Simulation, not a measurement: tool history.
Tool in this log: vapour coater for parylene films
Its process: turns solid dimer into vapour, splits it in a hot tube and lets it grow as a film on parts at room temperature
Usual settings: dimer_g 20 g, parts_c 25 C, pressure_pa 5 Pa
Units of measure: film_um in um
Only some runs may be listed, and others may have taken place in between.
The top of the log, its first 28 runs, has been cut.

run   hour  dimer_g  parts_c  pressure_pa  hours of work since the trap's valve was overhauled  hours of work since the table's thermometer was calibrated  film_um
 29  471.6       28       33            5                                                  235                                                         718    11.03
 30  485.6       32       21         5.85                                                  243                                                         726    17.89
 31  499.4       28       25            5                                                  250                                                         733    13.93
 32    516       32       18         2.36                                                  259                                                         742    21.13
 33  532.7       20       25         4.82                                                  268                                                         751     9.79
 34  548.7       31       25         9.67                                                  277                                                         760    14.37
 35  560.7        8       23        10.46                                                  283                                                         766     3.93
 36    581       21       29            5                                                  294                                                         777     9.21
 37    600       21       29            5                                                  304                                                         787     9.04
     612.8  -- trap's valve overhauled
 38  613.7       11       29            5                                                    1                                                         792     5.42
 39  634.2       26       29            5                                                   12                                                         803    12.87
 40  650.2       20       23            5                                                   20                                                         812    11.83
 41  672.8       19       33            5                                                   32                                                         824     8.23
 42  695.3       10       34         6.84                                                   44                                                         836     3.98
 43  712.9       10       34         6.84                                                   54                                                         846     4.01
 44  735.8       10       34         6.84                                                   66                                                         858     4.04
 45  755.9       10       18         3.27                                                   77                                                         869     6.84
 46  775.6       12       18         7.03                                                   87                                                         879      7.8
 47  788.6       12       36         2.98                                                   94                                                         886     4.82

Consider 3 possible next runs. They are alternatives, not a sequence: every one starts from the tool as it was left by run 47. What does each give?
  A  800.9       11       36         2.98                                                  101                                                         893        ?
  B  800.9       12       36         8.34                                                  101                                                         893        ?
  C  800.9       12       36         3.06                                                  101                                                         893        ?

run  film_um
  A     4.39
  B     4.37
  C     4.74
Without the tool's hidden state the same runs would have given:
run  film_um
  A     4.71
  B     4.69
  C     5.09

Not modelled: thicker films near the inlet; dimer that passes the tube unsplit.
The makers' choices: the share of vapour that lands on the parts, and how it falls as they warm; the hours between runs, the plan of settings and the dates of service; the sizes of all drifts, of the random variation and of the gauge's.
